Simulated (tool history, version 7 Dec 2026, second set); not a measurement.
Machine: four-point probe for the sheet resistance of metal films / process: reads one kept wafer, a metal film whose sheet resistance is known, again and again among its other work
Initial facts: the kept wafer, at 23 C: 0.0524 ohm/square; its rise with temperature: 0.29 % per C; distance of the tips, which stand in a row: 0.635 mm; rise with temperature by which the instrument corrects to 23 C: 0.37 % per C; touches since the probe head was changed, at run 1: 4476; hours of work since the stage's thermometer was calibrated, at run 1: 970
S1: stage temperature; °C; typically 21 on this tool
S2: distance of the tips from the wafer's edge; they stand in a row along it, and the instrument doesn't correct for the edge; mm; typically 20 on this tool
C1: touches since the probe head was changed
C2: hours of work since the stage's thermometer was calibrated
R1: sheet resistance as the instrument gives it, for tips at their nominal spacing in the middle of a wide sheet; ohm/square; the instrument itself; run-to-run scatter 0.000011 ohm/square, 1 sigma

run    hour  S1  S2     C1    C2        R1
  1     0.0  21  20   4476   970  0.052463
  2    23.5  18  20   5331   985  0.052589
  3    63.7  18  20   6793  1011  0.052598
  4   101.3  18  20   8165  1035  0.052572
  5   127.5  20  20   9115  1052  0.052517
  6   166.0  20  20  10519  1077  0.052502
  7   200.1  20  20  11757  1099  0.052485
  8   239.1  25  20  13179  1125  0.052290
  9   265.1  25  20  14126  1141  0.052272
 10   294.1  25  20  15182  1160  0.052287
 11   313.5  25  20  15886  1173  0.052267
 12   340.5  22  20  16870  1190  0.052375
 13   362.1  22  20  17658  1204  0.052374
 14   398.2  21  20  18969  1228  0.052420
 15   431.9  21  20  20197  1249  0.052388
 16   463.5  21  20  21347  1270  0.052404
 17   493.5  21  20  22438  1289  0.052406
 18   526.4  21  32  23636  1311  0.052378
 19   558.1  21  20  24791  1331  0.052389
      563.4  -- stage's thermometer calibrated
 20   578.3  21  20  25506    10  0.052344
 21   596.9  21  20  26183    22  0.052361
      627.6  -- stage's thermometer calibrated, once more
 22   636.8  21  20  27619     6  0.052420
 23   670.8  35  40  28857    28  0.051838
 24   687.5  22  18  29463    39  0.052390
 25   705.3  30  14  30110    50  0.052060
 26   738.7  35  37  31325    72  0.051848
 27   762.8  18  53  32204    88  0.052483
 28   782.2  20   6  32909   100  0.052714
 29   813.0  20   6  34030   120  0.052711
 30   854.0  34   3  35524   147  0.053059
 31   888.7  28  13  36786   169  0.052156
 32   925.3  25   5  38120   193  0.052628
 33   964.1  25   5  39531   218  0.052634
 34   993.5  25   5  40601   237  0.052622
 35  1011.8  25   5  41266   249  0.052626
 36  1049.4  25   5  42635   273  0.052602
 37  1080.9  25   5  43784   293  0.052595
 38  1105.4  33  73  44674   309  0.051818
 39  1141.1  24  32  45973   332  0.052193
 40  1169.7  29  20  47013   351  0.051999
 41  1205.6  26  24  48321   374  0.052120
 42  1228.0  19  18  49136   389  0.052402
 43  1262.2  19  18  50380   411  0.052392
 44  1280.5  19  18  51046   423  0.052403

Pick out some run-to-run changes in R1. Of each, how much would a tool without hidden state show as well, from the settings, what came in and chance, and how much is left for the hidden state and any gauge scatter not in both results compared?
Hidden state at play: inner tips' distance over the nominal, %; tips' flats over new ones', %; wafer's true temperature over the reading, C; drift of the gauge itself on sheet_ohm, %.
Run 2 -> 3: no setting touched and nothing written in the log between the runs. R1 +0.000009 ohm/square: hidden state -0.000007, all else +0.000016.
Run 19 -> 20: stage's thermometer calibrated. R1 -0.000045 ohm/square: hidden state -0.000024, all else -0.000021.
Run 21 -> 22: stage's thermometer calibrated, once more. R1 +0.000059 ohm/square: hidden state +0.000057, all else +0.000002.
Run 26 -> 27: S1 35 -> 18, S2 37 -> 53. R1 +0.000635 ohm/square: hidden state -0.000006, all else +0.000641.
Run 30 -> 31: S1 34 -> 28, S2 3 -> 13. R1 -0.000903 ohm/square: hidden state -0.000004, all else -0.000899.
Run 37 -> 38: S1 25 -> 33, S2 5 -> 73. R1 -0.000777 ohm/square: hidden state -0.000002, all else -0.000775.

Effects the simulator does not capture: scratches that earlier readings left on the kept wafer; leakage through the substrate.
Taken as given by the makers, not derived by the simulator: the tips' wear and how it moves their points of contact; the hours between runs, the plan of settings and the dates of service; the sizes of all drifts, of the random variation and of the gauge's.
